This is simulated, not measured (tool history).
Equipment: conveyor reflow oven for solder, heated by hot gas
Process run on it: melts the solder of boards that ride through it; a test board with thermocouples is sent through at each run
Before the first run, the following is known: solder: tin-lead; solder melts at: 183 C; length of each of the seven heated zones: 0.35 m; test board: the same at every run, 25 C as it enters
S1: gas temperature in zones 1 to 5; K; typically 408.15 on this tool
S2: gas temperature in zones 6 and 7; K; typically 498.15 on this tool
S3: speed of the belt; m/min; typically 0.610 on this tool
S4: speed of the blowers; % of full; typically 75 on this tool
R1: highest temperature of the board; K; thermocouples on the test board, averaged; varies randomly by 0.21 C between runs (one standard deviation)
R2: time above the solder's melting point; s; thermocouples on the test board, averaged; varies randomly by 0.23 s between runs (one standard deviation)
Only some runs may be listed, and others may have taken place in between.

Run 1, day 0.000: usual settings. Result: R1 479.95 K, R2 41.6 s.
Run 2, day 1.958: usual settings. Result: R1 479.15 K, R2 41.2 s.
Run 3, day 4.608: usual settings. Result: R1 478.75 K, R2 40.9 s.
Run 4, day 7.262: usual settings. Result: R1 478.65 K, R2 40.5 s.
Run 5, day 9.529: usual settings but S2 501.15 K. Result: R1 480.95 K, R2 43.0 s.
At day 10.862: flux residue cleaned out of gas plates and filters.
Run 6, day 11.267: usual settings but S2 501.15 K. Result: R1 483.95 K, R2 46.3 s.
At day 12.967: belt drive overhauled, speed set with a stopwatch.
Run 7, day 14.054: usual settings. Result: R1 481.45 K, R2 44.0 s.
Run 8, day 15.742: usual settings. Result: R1 480.45 K, R2 43.6 s.
Run 9, day 18.758: usual settings. Result: R1 480.35 K, R2 43.7 s.
Run 10, day 20.512: usual settings. Result: R1 480.25 K, R2 43.0 s.
Run 11, day 22.412: usual settings. Result: R1 479.55 K, R2 43.1 s.
Run 12, day 25.588: usual settings. Result: R1 479.65 K, R2 42.3 s.
At day 27.267: belt drive overhauled, speed set with a stopwatch, once more.
Run 13, day 28.562: usual settings. Result: R1 478.65 K, R2 40.1 s.
Run 14, day 31.546: usual settings. Result: R1 478.15 K, R2 39.7 s.
Run 15, day 34.562: usual settings. Result: R1 477.85 K, R2 39.3 s.
Run 16, day 37.454: usual settings. Result: R1 477.95 K, R2 39.0 s.
At day 38.717: flux residue cleaned out of gas plates and filters.
Run 17, day 39.233: usual settings but S3 0.704 m/min. Result: R1 475.35 K, R2 31.4 s.
Run 18, day 42.062: usual settings but S1 420.15 K, S3 0.532 m/min. Result: R1 485.75 K, R2 60.0 s.
Run 19, day 44.667: usual settings but S1 402.15 K, S2 505.15 K, S3 0.694 m/min, S4 88 % of full. Result: R1 482.45 K, R2 36.7 s.
Run 20, day 46.738: usual settings but S1 402.15 K, S2 505.15 K, S3 0.694 m/min, S4 88 % of full. Result: R1 481.95 K, R2 36.8 s.
At day 47.838: thermocouples of zones 6 and 7 changed.
Run 21, day 49.400: usual settings but S1 403.15 K, S2 493.15 K, S3 0.584 m/min, S4 77 % of full. Result: R1 477.65 K, R2 40.0 s.
Run 22, day 52.417: usual settings but S2 490.15 K, S3 0.584 m/min, S4 51 % of full. Result: R1 469.85 K, R2 30.4 s.
Run 23, day 54.162: usual settings but S1 398.15 K, S2 507.15 K, S3 0.717 m/min, S4 64 % of full. Result: R1 475.95 K, R2 28.5 s.
Run 24, day 55.650: usual settings but S2 501.15 K, S4 86 % of full. Result: R1 484.75 K, R2 46.6 s.
Run 25, day 57.450: usual settings but S1 405.15 K, S2 501.15 K, S4 89 % of full. Result: R1 484.35 K, R2 45.5 s.
Run 26, day 60.579: usual settings but S1 405.15 K, S2 501.15 K, S4 89 % of full. Result: R1 483.85 K, R2 45.0 s.
Run 27, day 63.562: usual settings but S1 404.15 K, S2 501.15 K, S4 55 % of full. Result: R1 476.25 K, R2 35.2 s.
Run 28, day 65.600: usual settings but S1 409.15 K, S2 495.15 K, S3 0.563 m/min, S4 58 % of full. Result: R1 476.05 K, R2 40.7 s.
At day 66.308: flux residue cleaned out of gas plates and filters.
Run 29, day 68.812: usual settings but S1 409.15 K, S2 495.15 K, S3 0.563 m/min, S4 58 % of full. Result: R1 477.65 K, R2 43.6 s.

5 options for the next run, each taken on its own from the tool as it stands now. Forecast them:
Run A, day 71.454: usual settings but S3 0.649 m/min, S4 53 % of full. Result: R1 ?, R2 ?.
Run B, day 71.454: usual settings but S1 409.15 K, S2 488.15 K, S3 0.563 m/min, S4 58 % of full. Result: R1 ?, R2 ?.
Run C, day 71.454: usual settings but S3 0.608 m/min. Result: R1 ?, R2 ?.
Run D, day 71.454: usual settings but S1 409.15 K, S2 491.15 K, S3 0.563 m/min, S4 65 % of full. Result: R1 ?, R2 ?.
Run E, day 71.454: usual settings but S4 74 % of full. Result: R1 ?, R2 ?.

run      R1    R2
  A  473.75  31.0
  B  471.75  36.1
  C  481.25  43.9
  D  475.75  42.2
  E  480.95  43.4
Without the tool's unlogged condition, the same runs would have read:
run      R1    R2
  A  474.05  31.1
  B  472.05  36.3
  C  481.65  43.9
  D  476.15  42.2
  E  481.35  43.4
